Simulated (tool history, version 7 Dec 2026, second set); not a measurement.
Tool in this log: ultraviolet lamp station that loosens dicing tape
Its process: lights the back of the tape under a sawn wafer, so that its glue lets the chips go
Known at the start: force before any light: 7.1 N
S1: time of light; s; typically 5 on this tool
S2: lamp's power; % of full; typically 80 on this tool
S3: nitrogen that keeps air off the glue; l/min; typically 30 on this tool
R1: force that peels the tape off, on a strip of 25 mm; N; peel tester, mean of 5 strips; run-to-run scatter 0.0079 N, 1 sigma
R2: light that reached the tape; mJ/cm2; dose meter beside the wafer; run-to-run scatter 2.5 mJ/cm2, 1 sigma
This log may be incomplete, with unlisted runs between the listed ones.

{"run": 1, "hour": 0.0, "S1": 5, "S2": 80, "S3": 30, "R1": 0.812, "R2": 191}
{"run": 2, "hour": 23.2, "S1": 5, "S2": 80, "S3": 30, "R1": 0.859, "R2": 186}
{"run": 3, "hour": 51.2, "S1": 5, "S2": 80, "S3": 30, "R1": 0.909, "R2": 184}
{"run": 4, "hour": 73.0, "S1": 5, "S2": 80, "S3": 30, "R1": 0.912, "R2": 186}
{"run": 5, "hour": 118.0, "S1": 5, "S2": 80, "S3": 30, "R1": 0.942, "R2": 180}
{"hour": 120.6, "done": "window cleaned of glue's vapour"}
{"run": 6, "hour": 146.3, "S1": 5, "S2": 80, "S3": 37, "R1": 0.956, "R2": 167}
{"run": 7, "hour": 171.2, "S1": 5, "S2": 80, "S3": 37, "R1": 0.99, "R2": 165}
{"run": 8, "hour": 196.6, "S1": 8, "S2": 80, "S3": 30, "R1": 0.391, "R2": 268}
{"run": 9, "hour": 226.9, "S1": 8, "S2": 76, "S3": 43, "R1": 0.391, "R2": 245}
{"run": 10, "hour": 257.1, "S1": 8, "S2": 76, "S3": 43, "R1": 0.379, "R2": 240}
{"run": 11, "hour": 306.4, "S1": 3, "S2": 81, "S3": 23, "R1": 2.58, "R2": 95}
{"hour": 328.4, "done": "window cleaned of glue's vapour, once more"}
{"run": 12, "hour": 349.9, "S1": 9, "S2": 94, "S3": 13, "R1": 0.319, "R2": 375}
{"run": 13, "hour": 395.4, "S1": 9, "S2": 68, "S3": 31, "R1": 0.385, "R2": 262}
{"run": 14, "hour": 425.1, "S1": 9, "S2": 68, "S3": 31, "R1": 0.415, "R2": 260}
{"run": 15, "hour": 456.3, "S1": 7, "S2": 64, "S3": 53, "R1": 0.655, "R2": 182}
{"run": 16, "hour": 487.2, "S1": 3, "S2": 73, "S3": 30, "R1": 2.564, "R2": 89}

A few steps of R1 between consecutive runs. Split each: what settings, incoming material and random variation would produce without the hidden state, and what is left over for the hidden state, along with gauge scatter present in only one of the two compared results (measured, and without hidden state):
Hidden state at play: lamp's light, % of a new lamp's; light that the window lets through, % of a clean one's; drift of the gauge itself on peel_n, %; drift of the gauge itself on dose_mj_cm2, %.
Run 11 -> 12: S1 3 -> 9, S2 81 -> 94, S3 23 -> 13, window cleaned of glue's vapour, once more. R1 -2.261 N: hidden state -1.276, all else -0.985.
